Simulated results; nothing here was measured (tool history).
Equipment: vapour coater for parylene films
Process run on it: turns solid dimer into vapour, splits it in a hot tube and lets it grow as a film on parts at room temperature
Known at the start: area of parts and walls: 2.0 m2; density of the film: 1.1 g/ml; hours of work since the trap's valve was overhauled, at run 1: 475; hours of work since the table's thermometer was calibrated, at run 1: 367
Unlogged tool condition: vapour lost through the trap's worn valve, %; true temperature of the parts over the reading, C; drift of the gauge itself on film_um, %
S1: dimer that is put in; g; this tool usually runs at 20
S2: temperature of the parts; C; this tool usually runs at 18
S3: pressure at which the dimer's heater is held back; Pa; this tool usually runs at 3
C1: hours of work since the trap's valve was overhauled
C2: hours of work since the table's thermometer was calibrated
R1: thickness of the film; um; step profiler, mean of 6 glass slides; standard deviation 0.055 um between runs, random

run 1 hour=0 | S1=20 S2=18 S3=3 | C1=475 C2=367 | R1=6.35
run 2 hour=16.5 | S1=20 S2=25 S3=3 | C1=484 C2=376 | R1=4.77
run 3 hour=26.5 | S1=26 S2=18 S3=3 | C1=489 C2=381 | R1=8.21
run 4 hour=41 | S1=26 S2=18 S3=3 | C1=497 C2=389 | R1=8.31
run 5 hour=51.9 | S1=26 S2=18 S3=3 | C1=503 C2=395 | R1=8.16
run 6 hour=69.5 | S1=26 S2=18 S3=3 | C1=512 C2=404 | R1=8.2
run 7 hour=85.4 | S1=20 S2=18 S3=3 | C1=521 C2=413 | R1=6.36
run 8 hour=102.8 | S1=20 S2=18 S3=3 | C1=530 C2=422 | R1=6.3
run 9 hour=111.9 | S1=20 S2=18 S3=3 | C1=535 C2=427 | R1=6.34
run 10 hour=123.1 | S1=20 S2=18 S3=3 | C1=541 C2=433 | R1=6.33
run 11 hour=131.9 | S1=20 S2=18 S3=3 | C1=546 C2=437 | R1=6.3
run 12 hour=142.4 | S1=27 S2=18 S3=3 | C1=551 C2=443 | R1=8.53
run 13 hour=155.8 | S1=27 S2=18 S3=3 | C1=558 C2=450 | R1=8.54
run 14 hour=165.2 | S1=27 S2=18 S3=3 | C1=563 C2=455 | R1=8.53
run 15 hour=179.6 | S1=20 S2=18 S3=3 | C1=571 C2=463 | R1=6.27
run 16 hour=188 | S1=20 S2=18 S3=2.08 | C1=576 C2=467 | R1=6.86
run 17 hour=205.1 | S1=20 S2=18 S3=2.08 | C1=585 C2=476 | R1=6.89
-- hour=210.8 trap's valve overhauled
run 18 hour=217.1 | S1=20 S2=18 S3=2.08 | C1=3 C2=481 | R1=6.97
run 19 hour=230.5 | S1=16 S2=18 S3=3 | C1=11 C2=488 | R1=5.1
run 20 hour=248.5 | S1=20 S2=18 S3=3 | C1=20 C2=497 | R1=6.3
run 21 hour=264.6 | S1=20 S2=18 S3=3 | C1=29 C2=506 | R1=6.37
run 22 hour=278.3 | S1=20 S2=18 S3=3 | C1=36 C2=513 | R1=6.28
run 23 hour=290.6 | S1=20 S2=17 S3=10.42 | C1=43 C2=520 | R1=4.85
run 24 hour=299.8 | S1=12 S2=17 S3=7.64 | C1=48 C2=525 | R1=3.09
run 25 hour=313.3 | S1=20 S2=18 S3=5.34 | C1=55 C2=532 | R1=5.52
run 26 hour=329.1 | S1=27 S2=29 S3=5.03 | C1=63 C2=540 | R1=4.92

Run 27, settings as shown, results not yet in. Your forecast:
run 27 hour=344.5 | S1=27 S2=29 S3=5.03 | C1=71 C2=549 | R1=?

Run 27 came out at R1 4.87 um.
On a tool with no hidden condition, and with the same random variation, this run would have come out at R1 4.87 um.
